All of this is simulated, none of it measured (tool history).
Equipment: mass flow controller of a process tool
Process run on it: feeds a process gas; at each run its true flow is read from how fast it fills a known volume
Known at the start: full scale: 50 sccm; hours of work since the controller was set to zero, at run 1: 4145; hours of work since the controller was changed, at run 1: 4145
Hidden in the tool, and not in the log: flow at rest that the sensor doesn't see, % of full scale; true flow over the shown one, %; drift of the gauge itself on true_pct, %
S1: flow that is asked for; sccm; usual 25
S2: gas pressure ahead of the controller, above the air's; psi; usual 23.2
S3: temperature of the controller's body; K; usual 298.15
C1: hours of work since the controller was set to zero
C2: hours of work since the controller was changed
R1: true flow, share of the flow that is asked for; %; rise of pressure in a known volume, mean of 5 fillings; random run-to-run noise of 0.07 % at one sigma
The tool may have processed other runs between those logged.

run    hour  S1    S2      S3    C1    C2      R1
  1       0  25  23.2  298.15  4145  4145   99.52
  2   158.8  25  23.2  298.15  4218  4218   99.47
  3     324  25  23.2  302.15  4294  4294   99.28
  4   657.4  25  23.2  302.15  4447  4447   99.22
  5   981.1  25  23.2  302.15  4596  4596   99.41
  6  1235.6  25  23.2  302.15  4713  4713   99.34
  7  1418.7  25  23.2  298.15  4798  4798   99.53
  8  1749.1  25  23.2  298.15  4950  4950   99.49
  9  2114.3  25  23.2  298.15  5118  5118   99.49
 10  2336.6  25  23.2  298.15  5220  5220   99.56
     2423.2  -- controller's zero set anew
 11  2541.9  25  23.2  298.15    55  5314  100.44
 12  2801.4  25  23.2  298.15   174  5434   100.5
 13    3045  25  23.2  298.15   286  5546  100.52
 14  3267.6  25  23.2  298.15   389  5648  100.47
 15  3622.1  25  23.2  298.15   552  5812  100.55
     3794.9  -- controller's zero set anew, once more
 16  3955.5  25  23.2  298.15    74  5965   96.62
 17  4171.1  25  23.2  298.15   173  6064   96.61
 18  4430.2   6  36.7  298.15   292  6183    97.2
 19    4702   6  36.7  298.15   418  6308   97.55
 20  4952.3   6  36.7  298.15   533  6424   97.67
 21  5168.4   6  33.4  298.15   632  6523   97.64
 22  5474.2  25    28  301.15   773  6664   96.69
 23  5645.7  25  21.2  301.15   852  6743   96.47
 24  5887.5   7  38.3  309.15   963  6854   97.73
 25    6258   7  38.3  309.15  1134  7025   97.91
 26  6494.3   7  38.3  309.15  1243  7134   98.01
 27  6786.9   7  38.3  309.15  1377  7268   98.06
 28  7070.4  20  31.8  304.15  1508  7399   96.83
 29  7441.6  42  31.8  298.15  1679  7570   96.99
 30  7648.3   6  33.9  298.15  1774  7665   99.49
 31  7989.8  13  27.1  298.15  1931  7822   97.37
 32  8285.6   8    26  298.15  2067  7958   98.57
 33  8587.1  25  22.2  297.15  2206  8097   96.63

Subtracting, for every run, the result it would have given without the tool's unlogged condition from the measured result gives the following. The same run-to-run variation enters both numbers; the gauge's scatter may not:
run     R1
  1  +0.26
  2  +0.26
  3  +0.25
  4  +0.26
  5  +0.27
  6  +0.28
  7  +0.29
  8  +0.29
  9  +0.29
 10  +0.29
 11   +1.2
 12   +1.2
 13  +1.19
 14  +1.19
 15   +1.2
 16  -2.62
 17  -2.61
 18  -2.16
 19  -1.94
 20  -1.78
 21  -1.64
 22  -2.61
 23  -2.62
 24  -1.42
 25  -1.21
 26  -1.07
 27   -0.9
 28  -2.42
 29  -2.93
 30  +0.15
 31  -1.72
 32  -0.44
 33  -2.59
